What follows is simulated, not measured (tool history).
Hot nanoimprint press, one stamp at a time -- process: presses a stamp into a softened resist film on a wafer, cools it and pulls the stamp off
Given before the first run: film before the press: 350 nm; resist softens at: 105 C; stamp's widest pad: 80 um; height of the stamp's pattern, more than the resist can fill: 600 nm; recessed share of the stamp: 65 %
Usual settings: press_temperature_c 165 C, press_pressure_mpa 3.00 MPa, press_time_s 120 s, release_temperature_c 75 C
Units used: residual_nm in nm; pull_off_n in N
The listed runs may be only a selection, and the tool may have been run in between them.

run 1 hour=0.0 | press_temperature_c=165 press_pressure_mpa=3.00 press_time_s=120 release_temperature_c=75 | residual_nm=139.5 pull_off_n=111
-- hour=40.8 stamp cleaned and given a new release coat
run 2 hour=57.8 | press_temperature_c=165 press_pressure_mpa=3.00 press_time_s=120 release_temperature_c=75 | residual_nm=138.5 pull_off_n=108
run 3 hour=112.5 | press_temperature_c=157 press_pressure_mpa=3.00 press_time_s=120 release_temperature_c=75 | residual_nm=183.5 pull_off_n=110
run 4 hour=138.8 | press_temperature_c=157 press_pressure_mpa=3.00 press_time_s=120 release_temperature_c=75 | residual_nm=183.5 pull_off_n=109
run 5 hour=187.1 | press_temperature_c=157 press_pressure_mpa=3.00 press_time_s=120 release_temperature_c=75 | residual_nm=185.2 pull_off_n=114
run 6 hour=230.9 | press_temperature_c=157 press_pressure_mpa=3.00 press_time_s=120 release_temperature_c=75 | residual_nm=183.9 pull_off_n=112
run 7 hour=268.0 | press_temperature_c=157 press_pressure_mpa=3.00 press_time_s=120 release_temperature_c=75 | residual_nm=183.7 pull_off_n=112
-- hour=326.2 plate thermocouple calibrated
run 8 hour=326.3 | press_temperature_c=157 press_pressure_mpa=3.00 press_time_s=179 release_temperature_c=75 | residual_nm=162.3 pull_off_n=112
run 9 hour=351.8 | press_temperature_c=157 press_pressure_mpa=3.00 press_time_s=179 release_temperature_c=75 | residual_nm=161.1 pull_off_n=116
-- hour=401.2 stamp cleaned and given a new release coat
run 10 hour=411.4 | press_temperature_c=157 press_pressure_mpa=3.00 press_time_s=179 release_temperature_c=75 | residual_nm=162.4 pull_off_n=110
run 11 hour=451.9 | press_temperature_c=163 press_pressure_mpa=3.00 press_time_s=120 release_temperature_c=75 | residual_nm=152.0 pull_off_n=107
run 12 hour=485.5 | press_temperature_c=163 press_pressure_mpa=3.00 press_time_s=120 release_temperature_c=75 | residual_nm=152.2 pull_off_n=112
run 13 hour=514.9 | press_temperature_c=163 press_pressure_mpa=3.00 press_time_s=120 release_temperature_c=75 | residual_nm=152.3 pull_off_n=109
run 14 hour=549.8 | press_temperature_c=165 press_pressure_mpa=4.78 press_time_s=120 release_temperature_c=77 | residual_nm=112.5 pull_off_n=108
run 15 hour=595.1 | press_temperature_c=165 press_pressure_mpa=4.78 press_time_s=120 release_temperature_c=77 | residual_nm=113.9 pull_off_n=111
-- hour=627.7 plate thermocouple calibrated, once more
run 16 hour=654.5 | press_temperature_c=165 press_pressure_mpa=4.78 press_time_s=120 release_temperature_c=77 | residual_nm=107.0 pull_off_n=109
run 17 hour=689.6 | press_temperature_c=165 press_pressure_mpa=4.78 press_time_s=120 release_temperature_c=77 | residual_nm=106.0 pull_off_n=110
run 18 hour=735.4 | press_temperature_c=165 press_pressure_mpa=4.21 press_time_s=221 release_temperature_c=77 | residual_nm=89.2 pull_off_n=110
-- hour=760.6 stamp cleaned and given a new release coat
run 19 hour=792.8 | press_temperature_c=165 press_pressure_mpa=3.00 press_time_s=67 release_temperature_c=74 | residual_nm=168.7 pull_off_n=110
run 20 hour=850.4 | press_temperature_c=156 press_pressure_mpa=2.11 press_time_s=89 release_temperature_c=74 | residual_nm=232.9 pull_off_n=110
run 21 hour=895.0 | press_temperature_c=156 press_pressure_mpa=2.11 press_time_s=89 release_temperature_c=74 | residual_nm=231.8 pull_off_n=110
run 22 hour=922.6 | press_temperature_c=165 press_pressure_mpa=3.00 press_time_s=95 release_temperature_c=75 | residual_nm=150.1 pull_off_n=111
run 23 hour=960.8 | press_temperature_c=165 press_pressure_mpa=3.62 press_time_s=120 release_temperature_c=83 | residual_nm=125.2 pull_off_n=103
run 24 hour=1001.9 | press_temperature_c=165 press_pressure_mpa=3.62 press_time_s=157 release_temperature_c=68 | residual_nm=113.8 pull_off_n=119
run 25 hour=1043.5 | press_temperature_c=177 press_pressure_mpa=3.00 press_time_s=83 release_temperature_c=75 | residual_nm=109.1 pull_off_n=114

5 ways to go on from here, each from the tool as it stands after run 25. What would each give?
-- hour=1103.0 press's hydraulic seals changed and the load cell set to zero
run A hour=1109.3 | press_temperature_c=177 press_pressure_mpa=3.68 press_time_s=83 release_temperature_c=62 | residual_nm=? pull_off_n=?
-- hour=1103.0 press's hydraulic seals changed and the load cell set to zero
run B hour=1109.3 | press_temperature_c=173 press_pressure_mpa=2.66 press_time_s=83 release_temperature_c=69 | residual_nm=? pull_off_n=?
-- hour=1103.0 press's hydraulic seals changed and the load cell set to zero
run C hour=1109.3 | press_temperature_c=165 press_pressure_mpa=3.04 press_time_s=120 release_temperature_c=75 | residual_nm=? pull_off_n=?
-- hour=1103.0 press's hydraulic seals changed and the load cell set to zero
run D hour=1109.3 | press_temperature_c=167 press_pressure_mpa=4.07 press_time_s=120 release_temperature_c=80 | residual_nm=? pull_off_n=?
-- hour=1103.0 press's hydraulic seals changed and the load cell set to zero
run E hour=1109.3 | press_temperature_c=177 press_pressure_mpa=3.00 press_time_s=230 release_temperature_c=77 | residual_nm=? pull_off_n=?

run=A residual_nm=96.4 pull_off_n=124
run=B residual_nm=133.0 pull_off_n=118
run=C residual_nm=137.2 pull_off_n=116
run=D residual_nm=110.8 pull_off_n=108
run=E residual_nm=70.5 pull_off_n=110
Had the tool no hidden state, the same runs would have come out as:
run=A residual_nm=95.3 pull_off_n=117
run=B residual_nm=131.4 pull_off_n=111
run=C residual_nm=135.3 pull_off_n=108
run=D residual_nm=109.4 pull_off_n=101
run=E residual_nm=69.7 pull_off_n=103
